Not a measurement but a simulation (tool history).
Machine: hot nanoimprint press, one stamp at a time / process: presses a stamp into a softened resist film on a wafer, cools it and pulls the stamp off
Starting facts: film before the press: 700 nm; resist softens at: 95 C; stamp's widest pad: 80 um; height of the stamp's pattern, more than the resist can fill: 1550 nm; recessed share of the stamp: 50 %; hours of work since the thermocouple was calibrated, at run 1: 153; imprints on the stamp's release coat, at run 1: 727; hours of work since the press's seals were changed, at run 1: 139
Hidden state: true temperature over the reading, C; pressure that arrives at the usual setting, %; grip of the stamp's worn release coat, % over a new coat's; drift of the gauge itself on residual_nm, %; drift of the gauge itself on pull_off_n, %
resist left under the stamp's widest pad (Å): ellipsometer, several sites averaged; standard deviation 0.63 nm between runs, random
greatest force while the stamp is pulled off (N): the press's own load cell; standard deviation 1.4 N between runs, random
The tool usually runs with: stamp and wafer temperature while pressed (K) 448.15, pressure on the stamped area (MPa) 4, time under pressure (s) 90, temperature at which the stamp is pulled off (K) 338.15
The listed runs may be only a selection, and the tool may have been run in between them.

run	hour	stamp and wafer temperature while pressed (K)	pressure on the stamped area (MPa)	time under pressure (s)	temperature at which the stamp is pulled off (K)	hours of work since the thermocouple was calibrated	imprints on the stamp's release coat	hours of work since the press's seals were changed	resist left under the stamp's widest pad (Å)	greatest force while the stamp is pulled off (N)
1	0	448.15	4	90	338.15	153	727	139	2415	107
2	7.1	448.15	4	90	338.15	157	753	143	2411	106
3	14.6	455.15	4	90	338.15	161	782	147	1839	105
4	20.5	437.15	4	90	338.15	164	804	150	3710	107
5	31.5	448.15	2.79	90	338.15	170	845	156	2957	108
6	41.2	448.15	2.79	90	338.15	175	881	161	2961	106
7	51.6	448.15	4	90	338.15	180	921	166	2405	109
8	62.1	448.15	4	90	338.15	186	960	172	2390	111
9	70.5	448.15	4	90	338.15	190	991	176	2398	105
10	80.8	448.15	4.19	90	338.15	196	1030	182	2331	110
11	88.9	448.15	4.19	90	338.15	200	1061	186	2320	107
12	98.8	448.15	5	90	338.15	205	1098	191	2080	109
13	106.2	448.15	5	74	338.15	209	1126	195	2232	109
14	117.4	448.15	5	74	338.15	215	1168	201	2225	107
15	123	448.15	4	90	331.15	218	1189	204	2385	117
16	130.3	443.15	3.29	90	325.15	222	1216	208	3230	123
17	137.1	443.15	3.29	90	325.15	226	1242	212	3226	126
18	144.1	443.15	3.29	90	325.15	229	1268	215	3229	127
19	151.5	443.15	3.29	90	325.15	233	1296	219	3243	129
20	157.1	457.15	4.32	90	325.15	236	1317	222	1622	128
21	162.4	457.15	4.32	90	337.15	239	1337	225	1621	110
22	168.4	457.15	2.42	90	340.15	242	1360	228	2295	110
23	175.6	458.15	3.34	78	340.15	246	1387	232	1921	109
24	180.7	458.15	2.77	78	340.15	249	1406	235	2156	106
25	190.4	448.15	4	90	331.15	254	1443	240	2372	122
26	201.6	448.15	4	90	331.15	260	1485	246	2351	121
27	210.1	448.15	4.44	75	329.15	264	1516	250	2354	123
28	218.3	442.15	4.44	95	329.15	269	1547	255	2752	123
29	227.3	442.15	4.44	95	329.15	273	1581	259	2762	125
30	237.9	448.15	5.57	90	345.15	279	1621	265	1939	105

3 ways to go on from here, each from the tool as it stands after run 30. What would each give?
A	244.2	448.15	3.74	61	328.15	283	1645	268	?	?
B	244.2	448.15	4	90	330.15	283	1645	268	?	?
C	244.2	455.15	5.57	47	332.15	283	1645	268	?	?

run	resist left under the stamp's widest pad (Å)	greatest force while the stamp is pulled off (N)
A	2812	128
B	2356	121
C	1872	122
Stripped of hidden state, with their random variation kept, the same runs would have yielded:
run	resist left under the stamp's widest pad (Å)	greatest force while the stamp is pulled off (N)
A	2940	108
B	2467	102
C	1947	103
